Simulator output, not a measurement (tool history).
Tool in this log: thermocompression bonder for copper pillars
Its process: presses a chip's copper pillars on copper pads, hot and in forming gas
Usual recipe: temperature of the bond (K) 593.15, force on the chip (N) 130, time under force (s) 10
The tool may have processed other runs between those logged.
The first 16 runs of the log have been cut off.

run,hour,temperature of the bond (K),force on the chip (N),time under force (s),force that shears a chip off (N)
17,364.9,593.15,81,10,21.2
# hour 367.1: forming gas filter changed
18,379.9,593.15,130,10,34.7
19,394.8,593.15,185,10,45.7
20,427.0,620.15,130,10,47.2
21,458.1,620.15,130,10,48.2
# hour 462.9: heater calibrated with a thermocouple chip
22,490.4,574.15,80,15,17.6
23,510.0,574.15,80,15,17.0
# hour 529.5: heater calibrated with a thermocouple chip, once more
24,535.0,622.15,166,13,63.9
25,548.9,593.15,184,24,60.6
26,573.3,593.15,110,9,27.7
27,604.8,593.15,110,9,26.7
28,620.0,593.15,110,9,27.3
29,637.5,593.15,110,9,27.6
30,667.5,593.15,159,15,47.1
31,688.8,593.15,145,5,27.3
32,715.2,614.15,127,12,44.4
33,734.4,614.15,127,12,44.7
# hour 736.7: forming gas filter changed
34,756.9,569.15,178,23,43.4
35,779.0,593.15,190,11,48.2
36,808.4,593.15,130,26,48.2
37,830.7,595.15,130,10,33.6
38,852.9,585.15,130,13,33.7
39,867.3,593.15,113,10,30.0

5 ways to go on from here, each from the tool as it stands after run 39. What would each give?
A,882.0,593.15,185,10,?
B,882.0,593.15,132,10,?
C,882.0,598.15,142,16,?
D,882.0,606.15,130,10,?
E,882.0,582.15,113,13,?

run,force that shears a chip off (N)
A,43.5
B,34.5
C,46.0
D,40.1
E,28.0
Stripped of hidden state, with their random variation kept, the same runs would have yielded:
run,force that shears a chip off (N)
A,47.2
B,37.6
C,49.8
D,43.6
E,30.7

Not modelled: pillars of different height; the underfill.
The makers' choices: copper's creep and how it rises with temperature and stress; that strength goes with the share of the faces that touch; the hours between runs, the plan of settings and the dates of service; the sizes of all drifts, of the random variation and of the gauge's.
